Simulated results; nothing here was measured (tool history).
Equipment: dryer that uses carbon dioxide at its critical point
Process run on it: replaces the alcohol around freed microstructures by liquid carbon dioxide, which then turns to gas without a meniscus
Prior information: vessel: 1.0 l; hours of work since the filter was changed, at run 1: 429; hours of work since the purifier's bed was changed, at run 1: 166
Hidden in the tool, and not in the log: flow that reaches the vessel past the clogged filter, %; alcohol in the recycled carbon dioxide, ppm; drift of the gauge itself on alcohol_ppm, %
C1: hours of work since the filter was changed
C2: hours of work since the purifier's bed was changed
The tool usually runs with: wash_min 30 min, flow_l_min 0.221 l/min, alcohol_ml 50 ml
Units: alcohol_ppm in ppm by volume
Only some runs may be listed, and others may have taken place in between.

Run 1, hour 0: usual settings; C1 429; C2 166. Result: alcohol_ppm 638 ppm by volume.
Run 2, hour 15.8: usual settings; C1 435; C2 172. Result: alcohol_ppm 629 ppm by volume.
Run 3, hour 26.9: usual settings but flow_l_min 0.225 l/min; C1 439; C2 176. Result: alcohol_ppm 602 ppm by volume.
Run 4, hour 51.8: usual settings but flow_l_min 0.225 l/min; C1 448; C2 185. Result: alcohol_ppm 632 ppm by volume.
Run 5, hour 74: usual settings but flow_l_min 0.225 l/min; C1 456; C2 193. Result: alcohol_ppm 622 ppm by volume.
Run 6, hour 97.9: usual settings but alcohol_ml 32 ml; C1 464; C2 202. Result: alcohol_ppm 442 ppm by volume.
At hour 112.2: inlet filter changed.
Run 7, hour 114.7: usual settings but alcohol_ml 32 ml; C1 1; C2 207. Result: alcohol_ppm 200 ppm by volume.
Run 8, hour 137.2: usual settings but alcohol_ml 32 ml; C1 9; C2 215. Result: alcohol_ppm 201 ppm by volume.
Run 9, hour 159.6: usual settings but alcohol_ml 32 ml; C1 17; C2 224. Result: alcohol_ppm 215 ppm by volume.
Run 10, hour 174.9: usual settings but alcohol_ml 32 ml; C1 23; C2 229. Result: alcohol_ppm 207 ppm by volume.
Run 11, hour 199.6: usual settings; C1 32; C2 238. Result: alcohol_ppm 319 ppm by volume.
Run 12, hour 217.6: usual settings; C1 38; C2 244. Result: alcohol_ppm 317 ppm by volume.
Run 13, hour 229.4: usual settings; C1 42; C2 249. Result: alcohol_ppm 320 ppm by volume.
Run 14, hour 253.4: usual settings; C1 51; C2 257. Result: alcohol_ppm 330 ppm by volume.
Run 15, hour 271.3: usual settings; C1 57; C2 264. Result: alcohol_ppm 325 ppm by volume.
Run 16, hour 293.8: usual settings; C1 66; C2 272. Result: alcohol_ppm 360 ppm by volume.
Run 17, hour 318: usual settings; C1 74; C2 281. Result: alcohol_ppm 347 ppm by volume.
Run 18, hour 343.4: usual settings; C1 83; C2 290. Result: alcohol_ppm 358 ppm by volume.
Run 19, hour 367.5: usual settings but wash_min 36 min; C1 92; C2 298. Result: alcohol_ppm 141 ppm by volume.
Run 20, hour 391.3: usual settings but wash_min 36 min; C1 101; C2 307. Result: alcohol_ppm 147 ppm by volume.
Run 21, hour 402.5: usual settings but wash_min 44 min, alcohol_ml 22 ml; C1 105; C2 311. Result: alcohol_ppm 46 ppm by volume.
Run 22, hour 424.2: usual settings but wash_min 44 min, flow_l_min 0.263 l/min, alcohol_ml 26 ml; C1 113; C2 319. Result: alcohol_ppm 40 ppm by volume.
Run 23, hour 437.5: usual settings but wash_min 44 min, flow_l_min 0.263 l/min, alcohol_ml 110 ml; C1 117; C2 324. Result: alcohol_ppm 55 ppm by volume.
Run 24, hour 460.4: usual settings but wash_min 32 min, flow_l_min 0.283 l/min, alcohol_ml 65 ml; C1 126; C2 332. Result: alcohol_ppm 99 ppm by volume.
Run 25, hour 478.1: usual settings but wash_min 32 min, flow_l_min 0.283 l/min, alcohol_ml 65 ml; C1 132; C2 338. Result: alcohol_ppm 99 ppm by volume.
Run 26, hour 490.4: usual settings but wash_min 22 min, flow_l_min 0.158 l/min, alcohol_ml 47 ml; C1 136; C2 343. Result: alcohol_ppm 3857 ppm by volume.
Run 27, hour 503.8: usual settings but wash_min 22 min, flow_l_min 0.158 l/min, alcohol_ml 47 ml; C1 141; C2 348. Result: alcohol_ppm 3814 ppm by volume.
Run 28, hour 527.4: usual settings but flow_l_min 0.157 l/min, alcohol_ml 48 ml; C1 150; C2 356. Result: alcohol_ppm 1628 ppm by volume.
Run 29, hour 544.7: usual settings but wash_min 22 min, flow_l_min 0.375 l/min, alcohol_ml 110 ml; C1 156; C2 362. Result: alcohol_ppm 231 ppm by volume.
Run 30, hour 563.9: usual settings but wash_min 19 min, flow_l_min 0.337 l/min, alcohol_ml 110 ml; C1 163; C2 369. Result: alcohol_ppm 886 ppm by volume.
Run 31, hour 586.6: usual settings but wash_min 24 min, alcohol_ml 24 ml; C1 171; C2 378. Result: alcohol_ppm 534 ppm by volume.
Run 32, hour 605.7: usual settings but wash_min 26 min, alcohol_ml 24 ml; C1 178; C2 384. Result: alcohol_ppm 386 ppm by volume.
Run 33, hour 631.4: usual settings but wash_min 19 min, alcohol_ml 24 ml; C1 187; C2 394. Result: alcohol_ppm 1150 ppm by volume.
Run 34, hour 647.2: usual settings but wash_min 34 min, alcohol_ml 26 ml; C1 193; C2 399. Result: alcohol_ppm 158 ppm by volume.
Run 35, hour 661.3: usual settings but wash_min 34 min, alcohol_ml 26 ml; C1 198; C2 404. Result: alcohol_ppm 146 ppm by volume.
Run 36, hour 685.6: usual settings but flow_l_min 0.257 l/min, alcohol_ml 81 ml; C1 207; C2 413. Result: alcohol_ppm 335 ppm by volume.
Run 37, hour 705.7: usual settings but flow_l_min 0.218 l/min, alcohol_ml 81 ml; C1 214; C2 421. Result: alcohol_ppm 754 ppm by volume.
Run 38, hour 716.9: usual settings but wash_min 38 min, alcohol_ml 115 ml; C1 218; C2 425. Result: alcohol_ppm 310 ppm by volume.
Run 39, hour 742.5: usual settings but wash_min 22 min, flow_l_min 0.164 l/min, alcohol_ml 20 ml; C1 227; C2 434. Result: alcohol_ppm 1597 ppm by volume.
Run 40, hour 757: usual settings but wash_min 45 min, flow_l_min 0.252 l/min, alcohol_ml 59 ml; C1 233; C2 439. Result: alcohol_ppm 57 ppm by volume.

Per-run results on a tool with no hidden state, each run keeping its own random variation:
run  alcohol_ppm
  1          278
  2          266
  3          247
  4          261
  5          256
  6          174
  7          179
  8          177
  9          188
 10          178
 11          279
 12          274
 13          273
 14          277
 15          269
 16          295
 17          280
 18          282
 19           91
 20           94
 21           16
 22           11
 23           21
 24           51
 25           49
 26         3333
 27         3279
 28         1303
 29          138
 30          620
 31          384
 32          261
 33          887
 34           85
 35           73
 36          191
 37          478
 38          164
 39         1233
 40           10
